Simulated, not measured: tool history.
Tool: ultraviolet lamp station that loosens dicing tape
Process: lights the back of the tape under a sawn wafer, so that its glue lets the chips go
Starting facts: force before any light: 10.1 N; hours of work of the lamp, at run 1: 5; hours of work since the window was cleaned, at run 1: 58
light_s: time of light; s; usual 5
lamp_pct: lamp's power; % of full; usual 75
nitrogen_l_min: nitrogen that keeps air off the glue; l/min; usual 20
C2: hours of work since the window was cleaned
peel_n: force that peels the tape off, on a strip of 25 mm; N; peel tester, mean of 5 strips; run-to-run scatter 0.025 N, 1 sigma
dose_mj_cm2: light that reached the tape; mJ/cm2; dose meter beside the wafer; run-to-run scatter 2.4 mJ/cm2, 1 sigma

run 1 hour=0.0 | light_s=5 lamp_pct=75 nitrogen_l_min=20 | hours_of_work_of_the_lamp=5 C2=58 | peel_n=1.288 dose_mj_cm2=253
run 2 hour=9.5 | light_s=5 lamp_pct=75 nitrogen_l_min=20 | hours_of_work_of_the_lamp=11 C2=63 | peel_n=1.321 dose_mj_cm2=252
run 3 hour=18.5 | light_s=4 lamp_pct=75 nitrogen_l_min=20 | hours_of_work_of_the_lamp=16 C2=68 | peel_n=1.963 dose_mj_cm2=199
run 4 hour=25.1 | light_s=4 lamp_pct=75 nitrogen_l_min=20 | hours_of_work_of_the_lamp=20 C2=72 | peel_n=1.952 dose_mj_cm2=199
run 5 hour=33.7 | light_s=6 lamp_pct=75 nitrogen_l_min=20 | hours_of_work_of_the_lamp=24 C2=77 | peel_n=0.901 dose_mj_cm2=295
run 6 hour=39.7 | light_s=6 lamp_pct=75 nitrogen_l_min=20 | hours_of_work_of_the_lamp=28 C2=80 | peel_n=0.896 dose_mj_cm2=299
run 7 hour=47.7 | light_s=6 lamp_pct=75 nitrogen_l_min=20 | hours_of_work_of_the_lamp=32 C2=85 | peel_n=0.946 dose_mj_cm2=297
run 8 hour=56.7 | light_s=4 lamp_pct=75 nitrogen_l_min=20 | hours_of_work_of_the_lamp=37 C2=90 | peel_n=2.001 dose_mj_cm2=194
run 9 hour=68.6 | light_s=5 lamp_pct=61 nitrogen_l_min=20 | hours_of_work_of_the_lamp=44 C2=96 | peel_n=1.864 dose_mj_cm2=198
run 10 hour=76.7 | light_s=5 lamp_pct=61 nitrogen_l_min=20 | hours_of_work_of_the_lamp=48 C2=101 | peel_n=1.977 dose_mj_cm2=199
run 11 hour=83.3 | light_s=5 lamp_pct=98 nitrogen_l_min=20 | hours_of_work_of_the_lamp=52 C2=105 | peel_n=0.791 dose_mj_cm2=322
run 12 hour=89.2 | light_s=5 lamp_pct=98 nitrogen_l_min=20 | hours_of_work_of_the_lamp=55 C2=108 | peel_n=0.779 dose_mj_cm2=319
run 13 hour=96.8 | light_s=5 lamp_pct=98 nitrogen_l_min=20 | hours_of_work_of_the_lamp=60 C2=112 | peel_n=0.782 dose_mj_cm2=315
run 14 hour=104.0 | light_s=5 lamp_pct=98 nitrogen_l_min=20 | hours_of_work_of_the_lamp=64 C2=116 | peel_n=0.801 dose_mj_cm2=319
run 15 hour=111.3 | light_s=5 lamp_pct=98 nitrogen_l_min=20 | hours_of_work_of_the_lamp=68 C2=120 | peel_n=0.810 dose_mj_cm2=318
run 16 hour=116.9 | light_s=5 lamp_pct=98 nitrogen_l_min=20 | hours_of_work_of_the_lamp=71 C2=124 | peel_n=0.770 dose_mj_cm2=313
run 17 hour=125.9 | light_s=7 lamp_pct=75 nitrogen_l_min=20 | hours_of_work_of_the_lamp=76 C2=129 | peel_n=0.704 dose_mj_cm2=336
run 18 hour=137.0 | light_s=7 lamp_pct=75 nitrogen_l_min=20 | hours_of_work_of_the_lamp=82 C2=135 | peel_n=0.674 dose_mj_cm2=332
run 19 hour=145.6 | light_s=7 lamp_pct=75 nitrogen_l_min=20 | hours_of_work_of_the_lamp=87 C2=140 | peel_n=0.713 dose_mj_cm2=336
run 20 hour=151.0 | light_s=7 lamp_pct=75 nitrogen_l_min=20 | hours_of_work_of_the_lamp=90 C2=143 | peel_n=0.704 dose_mj_cm2=333
run 21 hour=158.1 | light_s=3 lamp_pct=75 nitrogen_l_min=20 | hours_of_work_of_the_lamp=94 C2=147 | peel_n=3.038 dose_mj_cm2=141
run 22 hour=164.8 | light_s=3 lamp_pct=75 nitrogen_l_min=20 | hours_of_work_of_the_lamp=98 C2=150 | peel_n=3.048 dose_mj_cm2=141
run 23 hour=173.5 | light_s=2 lamp_pct=75 nitrogen_l_min=20 | hours_of_work_of_the_lamp=103 C2=155 | peel_n=4.576 dose_mj_cm2=95
run 24 hour=180.2 | light_s=2 lamp_pct=75 nitrogen_l_min=20 | hours_of_work_of_the_lamp=106 C2=159 | peel_n=4.571 dose_mj_cm2=93
run 25 hour=189.7 | light_s=3 lamp_pct=76 nitrogen_l_min=35 | hours_of_work_of_the_lamp=112 C2=164 | peel_n=2.545 dose_mj_cm2=145
run 26 hour=197.5 | light_s=3 lamp_pct=76 nitrogen_l_min=35 | hours_of_work_of_the_lamp=116 C2=169 | peel_n=2.550 dose_mj_cm2=143
run 27 hour=207.4 | light_s=6 lamp_pct=69 nitrogen_l_min=38 | hours_of_work_of_the_lamp=122 C2=174 | peel_n=0.906 dose_mj_cm2=261
run 28 hour=218.4 | light_s=3 lamp_pct=66 nitrogen_l_min=8 | hours_of_work_of_the_lamp=128 C2=180 | peel_n=4.340 dose_mj_cm2=125
run 29 hour=230.0 | light_s=6 lamp_pct=75 nitrogen_l_min=7 | hours_of_work_of_the_lamp=134 C2=187 | peel_n=1.836 dose_mj_cm2=282
run 30 hour=241.3 | light_s=6 lamp_pct=75 nitrogen_l_min=7 | hours_of_work_of_the_lamp=141 C2=193 | peel_n=1.932 dose_mj_cm2=278
run 31 hour=246.4 | light_s=6 lamp_pct=75 nitrogen_l_min=8 | hours_of_work_of_the_lamp=144 C2=196 | peel_n=1.760 dose_mj_cm2=280
run 32 hour=251.4 | light_s=6 lamp_pct=61 nitrogen_l_min=8 | hours_of_work_of_the_lamp=146 C2=199 | peel_n=2.439 dose_mj_cm2=225
run 33 hour=260.7 | light_s=6 lamp_pct=61 nitrogen_l_min=8 | hours_of_work_of_the_lamp=152 C2=204 | peel_n=2.376 dose_mj_cm2=230
run 34 hour=269.7 | light_s=6 lamp_pct=61 nitrogen_l_min=8 | hours_of_work_of_the_lamp=157 C2=209 | peel_n=2.461 dose_mj_cm2=224
run 35 hour=281.3 | light_s=5 lamp_pct=98 nitrogen_l_min=17 | hours_of_work_of_the_lamp=163 C2=216 | peel_n=0.968 dose_mj_cm2=305
run 36 hour=290.8 | light_s=5 lamp_pct=92 nitrogen_l_min=28 | hours_of_work_of_the_lamp=169 C2=221 | peel_n=0.863 dose_mj_cm2=283
run 37 hour=299.4 | light_s=2 lamp_pct=75 nitrogen_l_min=24 | hours_of_work_of_the_lamp=173 C2=226 | peel_n=4.511 dose_mj_cm2=91
run 38 hour=309.2 | light_s=6 lamp_pct=86 nitrogen_l_min=7 | hours_of_work_of_the_lamp=179 C2=231 | peel_n=1.506 dose_mj_cm2=315
run 39 hour=316.9 | light_s=6 lamp_pct=86 nitrogen_l_min=7 | hours_of_work_of_the_lamp=183 C2=236 | peel_n=1.476 dose_mj_cm2=317
run 40 hour=324.7 | light_s=6 lamp_pct=86 nitrogen_l_min=7 | hours_of_work_of_the_lamp=188 C2=240 | peel_n=1.524 dose_mj_cm2=312
run 41 hour=334.6 | light_s=6 lamp_pct=68 nitrogen_l_min=7 | hours_of_work_of_the_lamp=193 C2=246 | peel_n=2.263 dose_mj_cm2=251
run 42 hour=339.8 | light_s=6 lamp_pct=68 nitrogen_l_min=7 | hours_of_work_of_the_lamp=196 C2=249 | peel_n=2.237 dose_mj_cm2=247
run 43 hour=350.0 | light_s=6 lamp_pct=68 nitrogen_l_min=7 | hours_of_work_of_the_lamp=202 C2=254 | peel_n=2.368 dose_mj_cm2=245
run 44 hour=358.1 | light_s=5 lamp_pct=69 nitrogen_l_min=20 | hours_of_work_of_the_lamp=206 C2=259 | peel_n=1.868 dose_mj_cm2=208
run 45 hour=363.2 | light_s=5 lamp_pct=70 nitrogen_l_min=20 | hours_of_work_of_the_lamp=209 C2=262 | peel_n=1.778 dose_mj_cm2=213

Hidden state or all else? Some run-to-run changes of peel_n, split into what the settings, what came in and random variation would give without the hidden state, and what is left for the hidden state (with any gauge scatter that isn't in both results):
Hidden conditions of the tool in this case: lamp's light, % of a new lamp's; light that the window lets through, % of a clean one's; drift of the gauge itself on peel_n, %; drift of the gauge itself on dose_mj_cm2, %.
Run 20 -> 21: light_s 7 -> 3. peel_n +2.334 N: hidden state +0.155, all else +2.179.
Run 27 -> 28: light_s 6 -> 3, lamp_pct 69 -> 66, nitrogen_l_min 38 -> 8. peel_n +3.434 N: hidden state +0.155, all else +3.279.
Run 36 -> 37: light_s 5 -> 2, lamp_pct 92 -> 75, nitrogen_l_min 28 -> 24. peel_n +3.648 N: hidden state +0.228, all else +3.420.
Run 37 -> 38: light_s 2 -> 6, lamp_pct 75 -> 86, nitrogen_l_min 24 -> 7. peel_n -3.005 N: hidden state -0.121, all else -2.884.
